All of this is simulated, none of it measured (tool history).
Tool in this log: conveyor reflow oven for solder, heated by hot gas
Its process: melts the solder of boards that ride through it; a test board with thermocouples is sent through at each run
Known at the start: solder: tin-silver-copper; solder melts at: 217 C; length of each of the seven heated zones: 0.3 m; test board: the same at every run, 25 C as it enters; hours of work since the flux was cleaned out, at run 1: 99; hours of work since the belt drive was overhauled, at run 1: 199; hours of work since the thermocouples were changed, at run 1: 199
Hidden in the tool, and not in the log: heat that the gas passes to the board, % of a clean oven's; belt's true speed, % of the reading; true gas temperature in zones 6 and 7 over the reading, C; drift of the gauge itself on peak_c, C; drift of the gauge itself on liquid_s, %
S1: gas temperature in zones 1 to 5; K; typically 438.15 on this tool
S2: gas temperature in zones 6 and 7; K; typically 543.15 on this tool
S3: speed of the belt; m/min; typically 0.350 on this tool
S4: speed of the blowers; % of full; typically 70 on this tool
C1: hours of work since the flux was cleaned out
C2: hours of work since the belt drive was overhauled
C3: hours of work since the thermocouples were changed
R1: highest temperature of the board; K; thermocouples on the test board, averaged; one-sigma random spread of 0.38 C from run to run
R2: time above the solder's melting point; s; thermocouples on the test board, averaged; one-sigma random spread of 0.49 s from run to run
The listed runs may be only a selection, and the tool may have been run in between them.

run,day,S1,S2,S3,S4,C1,C2,C3,R1,R2
1,0.000,438.15,543.15,0.350,70,99,199,199,528.85,76.9
2,1.650,438.15,543.15,0.350,70,123,223,223,529.15,77.0
3,3.779,438.15,543.15,0.350,70,155,255,255,527.45,77.5
4,5.721,438.15,543.15,0.350,70,184,284,284,528.55,76.4
5,7.671,438.15,543.15,0.350,70,213,313,313,527.45,75.7
6,9.529,438.15,543.15,0.348,70,241,341,341,527.85,77.7
# day 11.083: flux residue cleaned out of gas plates and filters
7,12.479,438.15,543.15,0.348,70,21,382,382,529.75,79.0
8,15.038,438.15,543.15,0.350,70,59,420,420,529.55,77.5
9,16.971,438.15,557.15,0.350,70,88,449,449,542.25,86.5
10,18.871,438.15,557.15,0.350,70,116,477,477,542.15,86.4
11,20.921,438.15,543.15,0.350,70,147,508,508,529.95,77.8
12,22.162,438.15,543.15,0.350,70,165,526,526,529.15,78.3
# day 22.496: belt drive overhauled, speed set with a stopwatch
13,23.783,438.15,543.15,0.350,70,187,19,548,529.35,77.8
14,25.454,438.15,543.15,0.350,70,212,44,573,529.15,77.6
15,26.812,431.15,543.15,0.350,82,232,64,593,530.95,77.6
16,28.192,426.15,549.15,0.350,82,253,85,614,536.35,79.9
# day 28.875: flux residue cleaned out of gas plates and filters
# day 29.850: belt drive overhauled, speed set with a stopwatch, once more
17,30.292,426.15,556.15,0.350,82,19,7,639,543.75,84.5
18,32.883,426.15,556.15,0.350,82,57,45,678,544.15,83.9
19,34.204,432.15,543.15,0.350,58,77,65,698,524.85,68.1
20,36.325,432.15,543.15,0.350,71,109,97,729,528.75,74.1

For run 21, what comes out?
21,38.446,432.15,543.15,0.350,71,140,128,761,?,?

Run 21 measured R1 528.95 K, R2 74.6 s.
Without the tool's hidden state the same run would have given R1 528.05 K, R2 74.1 s.
